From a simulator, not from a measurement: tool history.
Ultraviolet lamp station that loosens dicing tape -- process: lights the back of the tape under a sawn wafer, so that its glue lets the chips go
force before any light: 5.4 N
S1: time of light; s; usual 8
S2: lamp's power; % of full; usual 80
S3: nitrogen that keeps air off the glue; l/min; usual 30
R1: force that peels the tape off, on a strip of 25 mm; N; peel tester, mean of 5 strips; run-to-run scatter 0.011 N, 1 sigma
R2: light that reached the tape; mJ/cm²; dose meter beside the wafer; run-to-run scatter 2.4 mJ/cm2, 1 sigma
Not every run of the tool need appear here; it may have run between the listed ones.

run 1 day=0.000 | S1=8 S2=80 S3=30 | R1=0.483 R2=258
run 2 day=3.142 | S1=8 S2=80 S3=30 | R1=0.497 R2=253
run 3 day=5.729 | S1=8 S2=80 S3=30 | R1=0.467 R2=256
run 4 day=7.154 | S1=15 S2=80 S3=30 | R1=0.215 R2=489
run 5 day=8.829 | S1=8 S2=80 S3=30 | R1=0.454 R2=261
run 6 day=10.475 | S1=8 S2=80 S3=30 | R1=0.463 R2=257
run 7 day=12.142 | S1=8 S2=80 S3=30 | R1=0.453 R2=259
run 8 day=14.825 | S1=8 S2=80 S3=30 | R1=0.475 R2=257
run 9 day=17.779 | S1=8 S2=80 S3=30 | R1=0.464 R2=255
run 10 day=19.212 | S1=8 S2=80 S3=30 | R1=0.477 R2=257
run 11 day=21.400 | S1=8 S2=68 S3=30 | R1=0.627 R2=220
run 12 day=24.542 | S1=15 S2=80 S3=30 | R1=0.218 R2=479
run 13 day=26.104 | S1=15 S2=80 S3=30 | R1=0.229 R2=482
run 14 day=28.500 | S1=8 S2=80 S3=30 | R1=0.451 R2=253
run 15 day=30.571 | S1=8 S2=80 S3=30 | R1=0.473 R2=260
run 16 day=31.983 | S1=8 S2=80 S3=30 | R1=0.474 R2=260
run 17 day=34.704 | S1=8 S2=80 S3=30 | R1=0.486 R2=258
run 18 day=37.738 | S1=8 S2=80 S3=32 | R1=0.465 R2=257
run 19 day=40.521 | S1=8 S2=80 S3=32 | R1=0.445 R2=256
run 20 day=42.954 | S1=8 S2=80 S3=46 | R1=0.368 R2=257
run 21 day=45.575 | S1=8 S2=80 S3=13 | R1=0.787 R2=254
run 22 day=48.658 | S1=10 S2=80 S3=13 | R1=0.524 R2=319
run 23 day=51.188 | S1=10 S2=80 S3=13 | R1=0.529 R2=320
run 24 day=52.650 | S1=4 S2=62 S3=13 | R1=2.372 R2=99
run 25 day=55.408 | S1=4 S2=62 S3=13 | R1=2.300 R2=98
run 26 day=58.571 | S1=8 S2=80 S3=41 | R1=0.401 R2=260
run 27 day=60.250 | S1=8 S2=62 S3=45 | R1=0.590 R2=203
run 28 day=63.317 | S1=8 S2=87 S3=36 | R1=0.376 R2=280
run 29 day=65.125 | S1=8 S2=87 S3=29 | R1=0.409 R2=279
run 30 day=66.633 | S1=8 S2=87 S3=29 | R1=0.416 R2=276
run 31 day=68.962 | S1=8 S2=87 S3=29 | R1=0.410 R2=283
run 32 day=70.958 | S1=8 S2=87 S3=29 | R1=0.411 R2=282
run 33 day=74.083 | S1=8 S2=87 S3=29 | R1=0.404 R2=281
run 34 day=76.000 | S1=8 S2=80 S3=12 | R1=0.814 R2=257
run 35 day=78.717 | S1=5 S2=80 S3=12 | R1=1.602 R2=162

Not shown here: 4 entries made in the log between runs. Locate each between two listed runs and compare the hidden state at the listed run before it with the hidden state at the listed run after it:
In the gap between runs 7 and 8: window cleaned of glue's vapour (day 13.154)
  no hidden state differs between the two runs
In the gap between runs 20 and 21: window cleaned of glue's vapour (day 43.217)
  no hidden state differs between the two runs
In the gap between runs 31 and 32: lamp changed (day 69.200)
  lamp's light, % of a new lamp's: 99.7 -> 100
In the gap between runs 32 and 33: window cleaned of glue's vapour (day 73.342)
  no hidden state differs between the two runs
